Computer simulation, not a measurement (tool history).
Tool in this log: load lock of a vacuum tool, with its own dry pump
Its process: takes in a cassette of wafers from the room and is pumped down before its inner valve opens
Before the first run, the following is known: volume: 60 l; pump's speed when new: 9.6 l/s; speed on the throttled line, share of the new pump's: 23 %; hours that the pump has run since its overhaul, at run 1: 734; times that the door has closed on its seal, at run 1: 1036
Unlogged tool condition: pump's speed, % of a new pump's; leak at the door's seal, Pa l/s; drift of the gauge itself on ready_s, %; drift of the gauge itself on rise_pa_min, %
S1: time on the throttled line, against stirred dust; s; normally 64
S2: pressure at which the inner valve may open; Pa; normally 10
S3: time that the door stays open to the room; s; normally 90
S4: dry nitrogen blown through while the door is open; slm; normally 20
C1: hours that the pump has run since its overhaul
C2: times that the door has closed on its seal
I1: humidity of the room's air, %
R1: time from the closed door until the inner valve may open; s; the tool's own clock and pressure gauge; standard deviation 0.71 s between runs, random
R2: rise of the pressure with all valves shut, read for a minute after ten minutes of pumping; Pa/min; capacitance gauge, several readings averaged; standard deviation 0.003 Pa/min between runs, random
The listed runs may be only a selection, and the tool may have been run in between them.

run 1 hour=0 | S1=64 S2=10 S3=90 S4=20 | C1=734 C2=1036 | I1=48.5 | R1=107.7 R2=0.019
run 2 hour=91.1 | S1=64 S2=10 S3=90 S4=20 | C1=825 C2=1211 | I1=49.4 | R1=107.1 R2=0.024
run 3 hour=182.6 | S1=64 S2=10 S3=90 S4=20 | C1=917 C2=1387 | I1=44.1 | R1=107.6 R2=0.023
run 4 hour=297.1 | S1=64 S2=10 S3=64 S4=20 | C1=1031 C2=1607 | I1=45 | R1=107.5 R2=0.021
run 5 hour=368.4 | S1=64 S2=10 S3=64 S4=20 | C1=1102 C2=1744 | I1=43.4 | R1=106.7 R2=0.018
run 6 hour=458.9 | S1=64 S2=10 S3=64 S4=20 | C1=1193 C2=1917 | I1=45.4 | R1=107.5 R2=0.019
run 7 hour=556.1 | S1=64 S2=10 S3=64 S4=20 | C1=1290 C2=2104 | I1=45.7 | R1=107.7 R2=0.018
run 8 hour=615.4 | S1=64 S2=10 S3=64 S4=20 | C1=1349 C2=2218 | I1=49.2 | R1=107.4 R2=0.024
run 9 hour=683.1 | S1=64 S2=10 S3=64 S4=20 | C1=1417 C2=2348 | I1=47.9 | R1=108.9 R2=0.019
run 10 hour=783.7 | S1=64 S2=10 S3=64 S4=20 | C1=1518 C2=2541 | I1=45.4 | R1=107.4 R2=0.025
run 11 hour=833.3 | S1=64 S2=10 S3=64 S4=20 | C1=1567 C2=2637 | I1=45.5 | R1=107.9 R2=0.028
run 12 hour=926.7 | S1=102 S2=10 S3=38 S4=20 | C1=1661 C2=2816 | I1=46.1 | R1=137.6 R2=0.027
run 13 hour=1043.2 | S1=53 S2=7 S3=38 S4=20 | C1=1777 C2=3040 | I1=39.7 | R1=101.5 R2=0.017
run 14 hour=1118.3 | S1=64 S2=9 S3=185 S4=20 | C1=1852 C2=3184 | I1=43.7 | R1=108.9 R2=0.031
run 15 hour=1179.1 | S1=64 S2=9 S3=185 S4=20 | C1=1913 C2=3301 | I1=41.6 | R1=107.7 R2=0.031
run 16 hour=1257.3 | S1=64 S2=9 S3=59 S4=20 | C1=1991 C2=3451 | I1=43 | R1=107.9 R2=0.025
run 17 hour=1306.1 | S1=64 S2=9 S3=59 S4=20 | C1=2040 C2=3545 | I1=43.5 | R1=108.2 R2=0.022
run 18 hour=1406.9 | S1=64 S2=9 S3=59 S4=20 | C1=2141 C2=3738 | I1=40.6 | R1=108.4 R2=0.029
run 19 hour=1485.6 | S1=33 S2=9 S3=59 S4=20 | C1=2220 C2=3890 | I1=44.9 | R1=85.3 R2=0.025
run 20 hour=1577.6 | S1=113 S2=10 S3=202 S4=20 | C1=2312 C2=4066 | I1=45.2 | R1=145.6 R2=0.037
run 21 hour=1673 | S1=113 S2=10 S3=202 S4=20 | C1=2407 C2=4250 | I1=44.7 | R1=147.7 R2=0.037
run 22 hour=1781.8 | S1=64 S2=13 S3=90 S4=19 | C1=2516 C2=4458 | I1=46.7 | R1=106.3 R2=0.034

Consider 3 possible next runs. They are alternatives, not a sequence: every one starts from the tool as it was left by run 22. What does each give?
run A hour=1879.2 | S1=64 S2=10 S3=90 S4=21 | C1=2613 C2=4646 | I1=43.4 | R1=? R2=?
run B hour=1879.2 | S1=64 S2=11 S3=193 S4=20 | C1=2613 C2=4646 | I1=41.5 | R1=? R2=?
run C hour=1879.2 | S1=96 S2=10 S3=67 S4=20 | C1=2613 C2=4646 | I1=44.7 | R1=? R2=?

run=A R1=107.4 R2=0.029
run=B R1=108 R2=0.034
run=C R1=133 R2=0.028
With no hidden state in the tool, these same runs would have given:
run=A R1=106.2 R2=0.017
run=B R1=106.7 R2=0.022
run=C R1=131.9 R2=0.016
